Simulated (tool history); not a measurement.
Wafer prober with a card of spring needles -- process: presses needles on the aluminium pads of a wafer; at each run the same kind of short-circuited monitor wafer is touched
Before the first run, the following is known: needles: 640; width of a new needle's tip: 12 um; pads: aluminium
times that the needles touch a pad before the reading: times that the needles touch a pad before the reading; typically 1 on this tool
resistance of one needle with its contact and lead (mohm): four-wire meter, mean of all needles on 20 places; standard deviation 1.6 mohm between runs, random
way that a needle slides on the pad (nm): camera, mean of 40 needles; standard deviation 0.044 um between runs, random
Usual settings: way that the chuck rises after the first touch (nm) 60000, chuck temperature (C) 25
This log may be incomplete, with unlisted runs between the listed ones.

run,hour,way that the chuck rises after the first touch (nm),chuck temperature (C),times that the needles touch a pad before the reading,resistance of one needle with its contact and lead (mohm),way that a needle slides on the pad (nm)
1,0,60000,25,1,160,15870
2,28.4,60000,25,1,165,15980
3,64.2,60000,25,1,163,15840
4,114,60000,25,1,164,15850
5,173.9,60000,25,1,166,15660
6,204.9,60000,25,1,155,15930
7,257,60000,25,1,155,15830
8,301.5,60000,25,1,166,15900
9,337.5,46000,25,1,158,12100
10,394.4,46000,25,1,161,11950
11,450.3,60000,31,1,157,15650
12,500,60000,31,1,165,15880
13,542.1,45000,31,1,174,11880
14,601,45000,31,1,171,11830
15,648.8,45000,31,1,170,11750
16,687,45000,31,1,172,11740
17,740.3,60000,65,3,164,15930
18,789,48000,38,1,172,12630
19,820.4,48000,38,1,170,12690
20,860,71000,38,1,157,18670
21,911.1,43000,123,2,179,11200
22,936.9,43000,123,2,176,11190
23,996.1,43000,34,2,159,11370
24,1055.3,52000,25,1,165,13650
25,1104.2,46000,32,2,164,12110
26,1129.4,46000,32,2,162,12100
27,1175.8,46000,32,2,168,11990
28,1230.9,46000,32,2,169,12250
29,1259.5,58000,25,1,166,15360
30,1290.6,66000,25,1,157,17510
31,1326.1,66000,25,1,162,17430

Taken out of this log: 54 entries between the listed runs. Where each belongs, and how the hidden state differs across it:
In the gap between runs 1 and 2: tips cleaned on abrasive film (hour 17.5)
  debris on the tips, nm: 46.9 -> 77; way that the needles fall short of the set height, um: 0.2 -> 0.26; tips' diameter, um: 13.11 -> 13.69
  difference, measured minus the result without the unlogged condition, resistance of one needle with its contact and lead (mohm): +7 -> +12; way that a needle slides on the pad (nm): -60 -> -70
In the gap between runs 2 and 3: tips cleaned on abrasive film (hour 43.8)
  debris on the tips, nm: 77 -> 58.4; way that the needles fall short of the set height, um: 0.26 -> 0.34; tips' diameter, um: 13.69 -> 13.72
  difference, measured minus the result without the unlogged condition, resistance of one needle with its contact and lead (mohm): +12 -> +9; way that a needle slides on the pad (nm): -70 -> -90
In the gap between runs 3 and 4: tips cleaned on abrasive film (hour 71.1); tips cleaned on abrasive film (hour 98.9)
  debris on the tips, nm: 58.4 -> 54.7; way that the needles fall short of the set height, um: 0.34 -> 0.58; tips' diameter, um: 13.72 -> 13.8
  difference, measured minus the result without the unlogged condition, resistance of one needle with its contact and lead (mohm): +9 -> +9; way that a needle slides on the pad (nm): -90 -> -150
In the gap between runs 4 and 5: tips cleaned on abrasive film (hour 125.1); tips cleaned on abrasive film (hour 151.7)
  debris on the tips, nm: 54.7 -> 63; way that the needles fall short of the set height, um: 0.58 -> 0.82; tips' diameter, um: 13.8 -> 13.89
  difference, measured minus the result without the unlogged condition, resistance of one needle with its contact and lead (mohm): +9 -> +11; way that a needle slides on the pad (nm): -150 -> -210
In the gap between runs 5 and 6: tips cleaned on abrasive film, once more (hour 176.6); height of the first contact set anew (hour 198.6); tips cleaned on abrasive film (hour 204.9)
  debris on the tips, nm: 63 -> 5.3; way that the needles fall short of the set height, um: 0.82 -> 0.11; tips' diameter, um: 13.89 -> 13.97
  difference, measured minus the result without the unlogged condition, resistance of one needle with its contact and lead (mohm): +11 -> +1; way that a needle slides on the pad (nm): -210 -> -30
In the gap between runs 6 and 7: tips cleaned on abrasive film (hour 229.7); tips cleaned on abrasive film (hour 256.2)
  debris on the tips, nm: 5.3 -> 8.8; way that the needles fall short of the set height, um: 0.11 -> 0.36; tips' diameter, um: 13.97 -> 14.06
  difference, measured minus the result without the unlogged condition, resistance of one needle with its contact and lead (mohm): +1 -> +2; way that a needle slides on the pad (nm): -30 -> -100
In the gap between runs 7 and 8: tips cleaned on abrasive film (hour 284.3)
  debris on the tips, nm: 8.8 -> 59.4; way that the needles fall short of the set height, um: 0.36 -> 0.45; tips' diameter, um: 14.06 -> 14.09
  difference, measured minus the result without the unlogged condition, resistance of one needle with its contact and lead (mohm): +2 -> +10; way that a needle slides on the pad (nm): -100 -> -120
In the gap between runs 8 and 9: tips cleaned on abrasive film (hour 312); tips cleaned on abrasive film (hour 337.5)
  debris on the tips, nm: 59.4 -> 6.1; way that the needles fall short of the set height, um: 0.45 -> 0.66; tips' diameter, um: 14.09 -> 14.16
  difference, measured minus the result without the unlogged condition, resistance of one needle with its contact and lead (mohm): +10 -> +2; way that a needle slides on the pad (nm): -120 -> -180
In the gap between runs 9 and 10: tips cleaned on abrasive film (hour 366.6); tips cleaned on abrasive film (hour 391.5)
  debris on the tips, nm: 6.1 -> 17.1; way that the needles fall short of the set height, um: 0.66 -> 0.89; tips' diameter, um: 14.16 -> 14.24
  difference, measured minus the result without the unlogged condition, resistance of one needle with its contact and lead (mohm): +2 -> +5; way that a needle slides on the pad (nm): -180 -> -230
In the gap between runs 10 and 11: tips cleaned on abrasive film (hour 419.8); tips cleaned on abrasive film (hour 447.2)
  debris on the tips, nm: 17.1 -> 21; way that the needles fall short of the set height, um: 0.89 -> 1.07; tips' diameter, um: 14.24 -> 14.31
  difference, measured minus the result without the unlogged condition, resistance of one needle with its contact and lead (mohm): +5 -> +4; way that a needle slides on the pad (nm): -230 -> -280
In the gap between runs 11 and 12: height of the first contact set anew (hour 455.2); tips cleaned on abrasive film (hour 475.5)
  debris on the tips, nm: 21 -> 62.9; way that the needles fall short of the set height, um: 1.07 -> 0.13; tips' diameter, um: 14.31 -> 14.35
  difference, measured minus the result without the unlogged condition, resistance of one needle with its contact and lead (mohm): +4 -> +11; way that a needle slides on the pad (nm): -280 -> -40
In the gap between runs 12 and 13: tips cleaned on abrasive film (hour 503.7); tips cleaned on abrasive film (hour 530)
  debris on the tips, nm: 62.9 -> 50.4; way that the needles fall short of the set height, um: 0.13 -> 0.35; tips' diameter, um: 14.35 -> 14.43
  difference, measured minus the result without the unlogged condition, resistance of one needle with its contact and lead (mohm): +11 -> +14; way that a needle slides on the pad (nm): -40 -> -90
In the gap between runs 13 and 14: tips cleaned on abrasive film (hour 557.4); tips cleaned on abrasive film (hour 584)
  debris on the tips, nm: 50.4 -> 57.5; way that the needles fall short of the set height, um: 0.35 -> 0.51; tips' diameter, um: 14.43 -> 14.49
  difference, measured minus the result without the unlogged condition, resistance of one needle with its contact and lead (mohm): +14 -> +16; way that a needle slides on the pad (nm): -90 -> -140
In the gap between runs 14 and 15: tips cleaned on abrasive film (hour 608.8); tips cleaned on abrasive film (hour 637.5)
  debris on the tips, nm: 57.5 -> 42.5; way that the needles fall short of the set height, um: 0.51 -> 0.74; tips' diameter, um: 14.49 -> 14.57
  difference, measured minus the result without the unlogged condition, resistance of one needle with its contact and lead (mohm): +16 -> +13; way that a needle slides on the pad (nm): -140 -> -200
In the gap between runs 15 and 16: tips cleaned on abrasive film (hour 666.8)
  debris on the tips, nm: 42.5 -> 61.8; way that the needles fall short of the set height, um: 0.74 -> 0.83; tips' diameter, um: 14.57 -> 14.6
  difference, measured minus the result without the unlogged condition, resistance of one needle with its contact and lead (mohm): +13 -> +17; way that a needle slides on the pad (nm): -200 -> -220
In the gap between runs 16 and 17: tips cleaned on abrasive film (hour 693.7); height of the first contact set anew (hour 711.9); tips cleaned on abrasive film (hour 723.9)
  debris on the tips, nm: 61.8 -> 57.4; way that the needles fall short of the set height, um: 0.83 -> 0.14; tips' diameter, um: 14.6 -> 14.69
  difference, measured minus the result without the unlogged condition, resistance of one needle with its contact and lead (mohm): +17 -> +3; way that a needle slides on the pad (nm): -220 -> -30
In the gap between runs 17 and 18: tips cleaned on abrasive film (hour 750.5); tips cleaned on abrasive film (hour 776.2)
  debris on the tips, nm: 57.4 -> 51.8; way that the needles fall short of the set height, um: 0.14 -> 0.32; tips' diameter, um: 14.69 -> 14.76
  difference, measured minus the result without the unlogged condition, resistance of one needle with its contact and lead (mohm): +3 -> +14; way that a needle slides on the pad (nm): -30 -> -90
In the gap between runs 18 and 19: tips cleaned on abrasive film (hour 801.4)
  debris on the tips, nm: 51.8 -> 56.9; way that the needles fall short of the set height, um: 0.32 -> 0.45; tips' diameter, um: 14.76 -> 14.8
  difference, measured minus the result without the unlogged condition, resistance of one needle with its contact and lead (mohm): +14 -> +14; way that a needle slides on the pad (nm): -90 -> -120
In the gap between runs 19 and 20: tips cleaned on abrasive film (hour 830.5); tips cleaned on abrasive film (hour 857.2)
  debris on the tips, nm: 56.9 -> 17.8; way that the needles fall short of the set height, um: 0.45 -> 0.67; tips' diameter, um: 14.8 -> 14.88
  difference, measured minus the result without the unlogged condition, resistance of one needle with its contact and lead (mohm): +14 -> +2; way that a needle slides on the pad (nm): -120 -> -170
In the gap between runs 20 and 21: tips cleaned on abrasive film (hour 882.1); tips cleaned on abrasive film (hour 908.8)
  debris on the tips, nm: 17.8 -> 15.7; way that the needles fall short of the set height, um: 0.67 -> 0.88; tips' diameter, um: 14.88 -> 14.95
  difference, measured minus the result without the unlogged condition, resistance of one needle with its contact and lead (mohm): +2 -> +4; way that a needle slides on the pad (nm): -170 -> -230
In the gap between runs 21 and 22: tips cleaned on abrasive film (hour 936.9)
  debris on the tips, nm: 15.7 -> 3.3; way that the needles fall short of the set height, um: 0.88 -> 0.97; tips' diameter, um: 14.95 -> 14.98
  difference, measured minus the result without the unlogged condition, resistance of one needle with its contact and lead (mohm): +4 -> +2; way that a needle slides on the pad (nm): -230 -> -260
In the gap between runs 22 and 23: tips cleaned on abrasive film (hour 964.8); height of the first contact set anew (hour 967.7); tips cleaned on abrasive film (hour 991.1)
  debris on the tips, nm: 3.3 -> 23.9; way that the needles fall short of the set height, um: 0.97 -> 0.14; tips' diameter, um: 14.98 -> 15.08
  difference, measured minus the result without the unlogged condition, resistance of one needle with its contact and lead (mohm): +2 -> +5; way that a needle slides on the pad (nm): -260 -> -40
In the gap between runs 23 and 24: tips cleaned on abrasive film (hour 1017.9); tips cleaned on abrasive film (hour 1045.2)
  debris on the tips, nm: 23.9 -> 47.6; way that the needles fall short of the set height, um: 0.14 -> 0.39; tips' diameter, um: 15.08 -> 15.17
  difference, measured minus the result without the unlogged condition, resistance of one needle with its contact and lead (mohm): +5 -> +12; way that a needle slides on the pad (nm): -40 -> -110
In the gap between runs 24 and 25: tips cleaned on abrasive film (hour 1070.3); tips cleaned on abrasive film (hour 1100)
  debris on the tips, nm: 47.6 -> 28; way that the needles fall short of the set height, um: 0.39 -> 0.61; tips' diameter, um: 15.17 -> 15.24
  difference, measured minus the result without the unlogged condition, resistance of one needle with its contact and lead (mohm): +12 -> +6; way that a needle slides on the pad (nm): -110 -> -160
In the gap between runs 25 and 26: tips cleaned on abrasive film (hour 1125.2)
  debris on the tips, nm: 28 -> 23.3; way that the needles fall short of the set height, um: 0.61 -> 0.73; tips' diameter, um: 15.24 -> 15.28
  difference, measured minus the result without the unlogged condition, resistance of one needle with its contact and lead (mohm): +6 -> +6; way that a needle slides on the pad (nm): -160 -> -190
In the gap between runs 26 and 27: tips cleaned on abrasive film (hour 1151.2)
  debris on the tips, nm: 23.3 -> 63.5; way that the needles fall short of the set height, um: 0.73 -> 0.86; tips' diameter, um: 15.28 -> 15.33
  difference, measured minus the result without the unlogged condition, resistance of one needle with its contact and lead (mohm): +6 -> +12; way that a needle slides on the pad (nm): -190 -> -230
In the gap between runs 27 and 28: tips cleaned on abrasive film (hour 1179.9); tips cleaned on abrasive film (hour 1207); height of the first contact set anew (hour 1222.9)
  debris on the tips, nm: 63.5 -> 62.3; way that the needles fall short of the set height, um: 0.86 -> 0; tips' diameter, um: 15.33 -> 15.42
  difference, measured minus the result without the unlogged condition, resistance of one needle with its contact and lead (mohm): +12 -> +12; way that a needle slides on the pad (nm): -230 -> +0
In the gap between runs 28 and 29: tips cleaned on abrasive film (hour 1236)
  debris on the tips, nm: 62.3 -> 62.2; way that the needles fall short of the set height, um: 0 -> 0.1; tips' diameter, um: 15.42 -> 15.45
  difference, measured minus the result without the unlogged condition, resistance of one needle with its contact and lead (mohm): +12 -> +13; way that a needle slides on the pad (nm): +0 -> -20
In the gap between runs 29 and 30: tips cleaned on abrasive film (hour 1263.6); tips cleaned on abrasive film (hour 1289.2)
  debris on the tips, nm: 62.2 -> 12.6; way that the needles fall short of the set height, um: 0.1 -> 0.27; tips' diameter, um: 15.45 -> 15.51
  difference, measured minus the result without the unlogged condition, resistance of one needle with its contact and lead (mohm): +13 -> +3; way that a needle slides on the pad (nm): -20 -> -70
In the gap between runs 30 and 31: tips cleaned on abrasive film (hour 1314.5)
  debris on the tips, nm: 12.6 -> 49.8; way that the needles fall short of the set height, um: 0.27 -> 0.38; tips' diameter, um: 15.51 -> 15.55
  difference, measured minus the result without the unlogged condition, resistance of one needle with its contact and lead (mohm): +3 -> +8; way that a needle slides on the pad (nm): -70 -> -100

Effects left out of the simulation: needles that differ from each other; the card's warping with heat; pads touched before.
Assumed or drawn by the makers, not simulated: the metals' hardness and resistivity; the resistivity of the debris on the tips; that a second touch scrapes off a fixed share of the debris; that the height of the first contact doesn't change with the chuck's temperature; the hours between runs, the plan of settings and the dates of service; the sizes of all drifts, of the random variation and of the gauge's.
